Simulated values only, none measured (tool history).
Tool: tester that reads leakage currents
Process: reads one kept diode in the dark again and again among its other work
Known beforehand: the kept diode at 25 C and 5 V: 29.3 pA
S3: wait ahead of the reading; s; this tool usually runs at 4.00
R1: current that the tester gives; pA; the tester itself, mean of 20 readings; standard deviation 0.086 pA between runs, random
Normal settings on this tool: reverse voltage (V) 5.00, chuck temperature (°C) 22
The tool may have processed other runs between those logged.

Run 1, hour 0.0: usual settings. Result: R1 32.15 pA.
Run 2, hour 83.5: usual settings. Result: R1 32.76 pA.
At hour 127.9: probe card cleaned and baked.
At hour 222.2: chuck's temperature calibrated.
Run 3, hour 267.0: usual settings but chuck temperature (°C) 26. Result: R1 43.28 pA.
Run 4, hour 432.4: usual settings but chuck temperature (°C) 26. Result: R1 44.17 pA.
Run 5, hour 576.7: usual settings but chuck temperature (°C) 26. Result: R1 45.09 pA.
Run 6, hour 662.5: usual settings. Result: R1 36.12 pA.
At hour 789.8: probe card cleaned and baked, once more.
Run 7, hour 791.2: usual settings but chuck temperature (°C) 34. Result: R1 64.40 pA.
Run 8, hour 890.9: usual settings but S3 3.34 s. Result: R1 24.83 pA.
Run 9, hour 998.7: usual settings but S3 6.16 s. Result: R1 25.23 pA.

What will run 10 give?
At hour 1170.7: chuck's temperature calibrated.
Run 10, hour 1170.7: usual settings but reverse voltage (V) 3.33, chuck temperature (°C) 34, S3 1.45 s. Result: R1 ?.

Run 10 produced R1 54.63 pA.
On a tool with no hidden condition, and with the same random variation, this run would have come out at R1 53.62 pA.

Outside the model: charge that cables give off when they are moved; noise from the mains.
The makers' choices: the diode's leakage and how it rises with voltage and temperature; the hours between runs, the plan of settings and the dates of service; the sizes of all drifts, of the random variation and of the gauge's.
